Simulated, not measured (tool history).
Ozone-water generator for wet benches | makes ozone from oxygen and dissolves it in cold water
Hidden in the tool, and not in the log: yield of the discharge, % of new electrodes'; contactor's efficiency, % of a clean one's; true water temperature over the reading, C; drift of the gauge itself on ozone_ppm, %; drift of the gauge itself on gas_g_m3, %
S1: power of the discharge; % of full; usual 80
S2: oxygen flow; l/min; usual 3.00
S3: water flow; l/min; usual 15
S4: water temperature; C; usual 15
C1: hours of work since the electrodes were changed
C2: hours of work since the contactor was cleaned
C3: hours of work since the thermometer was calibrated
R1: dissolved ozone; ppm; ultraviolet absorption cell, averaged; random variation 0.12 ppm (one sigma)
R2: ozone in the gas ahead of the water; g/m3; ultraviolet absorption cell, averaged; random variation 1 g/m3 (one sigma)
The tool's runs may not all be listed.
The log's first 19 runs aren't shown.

At day 91.250: water thermometer calibrated, once more.
Run 20, day 93.438: usual settings but S1 89 % of full, S2 5.24 l/min, S4 8 C; C1 3121; C2 2881; C3 42. Result: R1 14.5 ppm, R2 134.6 g/m3.
Run 21, day 96.812: usual settings but S1 89 % of full, S2 5.02 l/min, S4 7 C; C1 3186; C2 2947; C3 107. Result: R1 14.6 ppm, R2 138.6 g/m3.
Run 22, day 103.104: usual settings but S1 60 % of full, S3 23 l/min, S4 9 C; C1 3308; C2 3068; C3 229. Result: R1 6.2 ppm, R2 140.1 g/m3.
Run 23, day 106.133: usual settings but S1 60 % of full, S3 23 l/min, S4 9 C; C1 3366; C2 3127; C3 287. Result: R1 6.3 ppm, R2 138.6 g/m3.
Run 24, day 109.883: usual settings but S3 23 l/min, S4 21 C; C1 3439; C2 3199; C3 360. Result: R1 7.0 ppm, R2 172.3 g/m3.
Run 25, day 112.817: usual settings but S1 42 % of full, S4 13 C; C1 3495; C2 3256; C3 416. Result: R1 7.6 ppm, R2 106.7 g/m3.
Run 26, day 115.558: usual settings but S2 4.79 l/min; C1 3548; C2 3309; C3 469. Result: R1 12.0 ppm, R2 129.7 g/m3.
Run 27, day 119.158: usual settings but S1 66 % of full, S2 5.28 l/min, S4 22 C; C1 3618; C2 3378; C3 539. Result: R1 8.9 ppm, R2 106.6 g/m3.
Run 28, day 125.221: usual settings but S1 66 % of full, S2 5.28 l/min, S3 13 l/min, S4 21 C; C1 3735; C2 3495; C3 656. Result: R1 10.4 ppm, R2 107.2 g/m3.
Run 29, day 131.079: usual settings but S1 66 % of full, S2 5.28 l/min, S3 13 l/min, S4 21 C; C1 3848; C2 3608; C3 769. Result: R1 10.4 ppm, R2 104.7 g/m3.
Run 30, day 136.988: usual settings but S1 67 % of full, S2 5.28 l/min, S3 13 l/min, S4 21 C; C1 3962; C2 3722; C3 883. Result: R1 10.6 ppm, R2 107.3 g/m3.
Run 31, day 140.738: usual settings but S1 82 % of full, S2 2.19 l/min, S3 13 l/min, S4 21 C; C1 4034; C2 3795; C3 955. Result: R1 13.1 ppm, R2 210.2 g/m3.
Run 32, day 143.829: usual settings but S1 59 % of full, S2 3.64 l/min, S4 16 C; C1 4094; C2 3854; C3 1015. Result: R1 9.4 ppm, R2 121.0 g/m3.

4 ways to go on from here, each from the tool as it stands after run 32. What would each give?
Run A, day 148.229: usual settings but S2 2.52 l/min, S4 21 C; C1 4179; C2 3939; C3 1100. Result: R1 ?, R2 ?.
Run B, day 148.229: usual settings but S1 42 % of full, S2 2.88 l/min, S3 12 l/min; C1 4179; C2 3939; C3 1100. Result: R1 ?, R2 ?.
Run C, day 148.229: usual settings but S1 62 % of full, S3 9 l/min; C1 4179; C2 3939; C3 1100. Result: R1 ?, R2 ?.
Run D, day 148.229: usual settings but S2 5.28 l/min, S3 12 l/min, S4 20 C; C1 4179; C2 3939; C3 1100. Result: R1 ?, R2 ?.

run    R1     R2
  A  10.9  187.9
  B   9.3  110.3
  C  16.0  141.7
  D  12.8  121.7
Without the tool's hidden state the same runs would have given:
run    R1     R2
  A  11.9  201.0
  B   9.8  114.6
  C  17.3  149.9
  D  14.0  130.2
